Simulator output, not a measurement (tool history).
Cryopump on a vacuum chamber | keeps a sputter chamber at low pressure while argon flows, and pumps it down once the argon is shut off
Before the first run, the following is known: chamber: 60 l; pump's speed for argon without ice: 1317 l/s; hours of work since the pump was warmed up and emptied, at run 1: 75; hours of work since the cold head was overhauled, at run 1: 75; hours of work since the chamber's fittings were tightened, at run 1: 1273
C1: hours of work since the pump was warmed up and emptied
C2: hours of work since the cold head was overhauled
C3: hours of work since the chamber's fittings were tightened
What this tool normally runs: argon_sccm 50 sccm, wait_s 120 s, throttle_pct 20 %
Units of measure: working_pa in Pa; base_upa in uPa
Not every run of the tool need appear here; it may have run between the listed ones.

run 1 day=0.000 | argon_sccm=50 wait_s=120 throttle_pct=20 | C1=75 C2=75 C3=1273 | working_pa=0.3212 base_upa=1.33
run 2 day=0.521 | argon_sccm=50 wait_s=120 throttle_pct=20 | C1=80 C2=80 C3=1278 | working_pa=0.3233 base_upa=1.33
run 3 day=0.912 | argon_sccm=50 wait_s=120 throttle_pct=20 | C1=84 C2=84 C3=1282 | working_pa=0.3231 base_upa=1.36
run 4 day=1.662 | argon_sccm=50 wait_s=120 throttle_pct=20 | C1=91 C2=91 C3=1289 | working_pa=0.3234 base_upa=1.36
run 5 day=2.233 | argon_sccm=50 wait_s=120 throttle_pct=20 | C1=97 C2=97 C3=1294 | working_pa=0.3216 base_upa=1.43
run 6 day=2.679 | argon_sccm=50 wait_s=93 throttle_pct=20 | C1=101 C2=101 C3=1299 | working_pa=0.3231 base_upa=1.56
run 7 day=3.442 | argon_sccm=50 wait_s=93 throttle_pct=20 | C1=108 C2=108 C3=1306 | working_pa=0.3233 base_upa=1.58
run 8 day=4.092 | argon_sccm=50 wait_s=93 throttle_pct=20 | C1=115 C2=115 C3=1312 | working_pa=0.3216 base_upa=1.60
run 9 day=4.617 | argon_sccm=50 wait_s=120 throttle_pct=34 | C1=120 C2=120 C3=1317 | working_pa=0.1908 base_upa=1.40
run 10 day=5.388 | argon_sccm=50 wait_s=78 throttle_pct=20 | C1=127 C2=127 C3=1325 | working_pa=0.3229 base_upa=1.79
run 11 day=6.000 | argon_sccm=50 wait_s=78 throttle_pct=20 | C1=133 C2=133 C3=1331 | working_pa=0.3218 base_upa=1.74
run 12 day=6.575 | argon_sccm=50 wait_s=85 throttle_pct=20 | C1=139 C2=139 C3=1336 | working_pa=0.3250 base_upa=1.68
run 13 day=7.200 | argon_sccm=50 wait_s=85 throttle_pct=20 | C1=145 C2=145 C3=1342 | working_pa=0.3253 base_upa=1.72
run 14 day=7.808 | argon_sccm=66 wait_s=21 throttle_pct=42 | C1=150 C2=150 C3=1348 | working_pa=0.2055 base_upa=4.78
run 15 day=8.358 | argon_sccm=66 wait_s=21 throttle_pct=42 | C1=156 C2=156 C3=1353 | working_pa=0.2048 base_upa=4.92
run 16 day=9.146 | argon_sccm=66 wait_s=21 throttle_pct=42 | C1=163 C2=163 C3=1361 | working_pa=0.2057 base_upa=4.84
run 17 day=9.646 | argon_sccm=40 wait_s=40 throttle_pct=26 | C1=168 C2=168 C3=1366 | working_pa=0.1997 base_upa=2.81
run 18 day=10.304 | argon_sccm=40 wait_s=40 throttle_pct=26 | C1=174 C2=174 C3=1372 | working_pa=0.2010 base_upa=2.91
run 19 day=11.058 | argon_sccm=40 wait_s=40 throttle_pct=26 | C1=182 C2=182 C3=1379 | working_pa=0.1974 base_upa=2.78
run 20 day=11.829 | argon_sccm=40 wait_s=40 throttle_pct=26 | C1=189 C2=189 C3=1387 | working_pa=0.1997 base_upa=2.87
run 21 day=12.167 | argon_sccm=50 wait_s=120 throttle_pct=21 | C1=192 C2=192 C3=1390 | working_pa=0.3088 base_upa=1.44
run 22 day=12.833 | argon_sccm=50 wait_s=115 throttle_pct=35 | C1=199 C2=199 C3=1396 | working_pa=0.1867 base_upa=1.48
run 23 day=13.379 | argon_sccm=39 wait_s=130 throttle_pct=49 | C1=204 C2=204 C3=1402 | working_pa=0.1046 base_upa=1.40
run 24 day=13.929 | argon_sccm=39 wait_s=125 throttle_pct=27 | C1=209 C2=209 C3=1407 | working_pa=0.1882 base_upa=1.46
run 25 day=14.358 | argon_sccm=39 wait_s=125 throttle_pct=27 | C1=213 C2=213 C3=1411 | working_pa=0.1885 base_upa=1.42
run 26 day=14.783 | argon_sccm=85 wait_s=42 throttle_pct=37 | C1=218 C2=218 C3=1415 | working_pa=0.2990 base_upa=2.72

What if the next run were any one of these 4? Each begins from the tool's condition after run 26:
run A day=15.396 | argon_sccm=96 wait_s=42 throttle_pct=31 | C1=223 C2=223 C3=1421 | working_pa=? base_upa=?
run B day=15.396 | argon_sccm=23 wait_s=56 throttle_pct=20 | C1=223 C2=223 C3=1421 | working_pa=? base_upa=?
run C day=15.396 | argon_sccm=85 wait_s=42 throttle_pct=53 | C1=223 C2=223 C3=1421 | working_pa=? base_upa=?
run D day=15.396 | argon_sccm=50 wait_s=120 throttle_pct=37 | C1=223 C2=223 C3=1421 | working_pa=? base_upa=?

run=A working_pa=0.4032 base_upa=2.83
run=B working_pa=0.1496 base_upa=2.26
run=C working_pa=0.2116 base_upa=2.81
run=D working_pa=0.1774 base_upa=1.43
Take away the tool's hidden state, keep each run's random variation, and the runs would have read:
run=A working_pa=0.3964 base_upa=2.34
run=B working_pa=0.1479 base_upa=1.77
run=C working_pa=0.2055 base_upa=2.33
run=D working_pa=0.1738 base_upa=0.96

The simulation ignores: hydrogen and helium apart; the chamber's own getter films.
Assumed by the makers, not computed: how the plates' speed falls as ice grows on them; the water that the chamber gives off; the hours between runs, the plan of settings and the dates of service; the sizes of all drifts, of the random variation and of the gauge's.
